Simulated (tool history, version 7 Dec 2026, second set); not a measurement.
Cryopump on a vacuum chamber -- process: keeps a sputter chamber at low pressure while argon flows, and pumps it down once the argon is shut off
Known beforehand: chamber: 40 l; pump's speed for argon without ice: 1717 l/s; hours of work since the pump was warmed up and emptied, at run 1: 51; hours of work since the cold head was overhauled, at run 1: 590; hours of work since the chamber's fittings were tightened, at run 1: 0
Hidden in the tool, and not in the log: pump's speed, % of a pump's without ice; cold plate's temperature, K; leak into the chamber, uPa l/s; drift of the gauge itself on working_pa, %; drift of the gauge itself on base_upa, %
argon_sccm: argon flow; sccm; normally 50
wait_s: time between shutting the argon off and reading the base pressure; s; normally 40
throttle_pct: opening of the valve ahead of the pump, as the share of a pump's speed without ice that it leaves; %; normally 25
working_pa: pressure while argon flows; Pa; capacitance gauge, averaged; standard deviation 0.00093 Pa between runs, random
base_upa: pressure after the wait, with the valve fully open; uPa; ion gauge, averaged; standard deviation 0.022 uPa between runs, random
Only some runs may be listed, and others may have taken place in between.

run,day,argon_sccm,wait_s,throttle_pct,hours of work since the pump was warmed up and emptied,hours of work since the cold head was overhauled,hours of work since the chamber's fittings were tightened,working_pa,base_upa
1,0.000,50,40,25,51,590,0,0.1983,0.66
2,1.088,50,40,25,63,602,12,0.1975,0.67
3,2.600,50,144,25,79,618,27,0.2016,0.38
4,3.329,50,144,25,87,625,35,0.2001,0.34
5,4.571,50,144,25,100,638,48,0.2015,0.40
6,5.854,50,40,25,113,652,62,0.2026,0.73
7,6.867,37,40,25,124,663,73,0.1492,0.72
8,8.104,50,87,25,137,676,86,0.2005,0.50
9,9.454,50,87,25,151,690,100,0.2012,0.52
10,10.867,50,40,25,166,705,115,0.2027,0.74
11,12.117,50,40,25,179,718,128,0.2017,0.76
12,13.508,72,40,25,194,733,143,0.2930,0.77
13,14.317,72,162,16,203,741,151,0.4515,0.42
14,15.525,49,82,25,215,754,164,0.1996,0.56
15,16.171,59,284,20,222,761,171,0.3014,0.42
16,17.458,95,92,25,236,774,184,0.3903,0.57
17,18.167,95,92,58,243,782,192,0.1747,0.55
18,19.512,50,36,25,257,796,206,0.2047,0.92
19,20.617,50,36,25,269,808,218,0.2061,0.90

Below are 4 alternative next runs, each starting from the tool's condition after run 19. Predict each:
A,21.300,50,36,29,276,815,225,?,?
B,21.300,78,95,40,276,815,225,?,?
C,21.300,74,30,43,276,815,225,?,?
D,21.300,24,182,23,276,815,225,?,?

run,working_pa,base_upa
A,0.1783,0.90
B,0.2057,0.59
C,0.1815,1.03
D,0.1077,0.49
Without the tool's unlogged condition, the same runs would have read:
run,working_pa,base_upa
A,0.1698,0.68
B,0.1924,0.36
C,0.1689,0.80
D,0.1036,0.26

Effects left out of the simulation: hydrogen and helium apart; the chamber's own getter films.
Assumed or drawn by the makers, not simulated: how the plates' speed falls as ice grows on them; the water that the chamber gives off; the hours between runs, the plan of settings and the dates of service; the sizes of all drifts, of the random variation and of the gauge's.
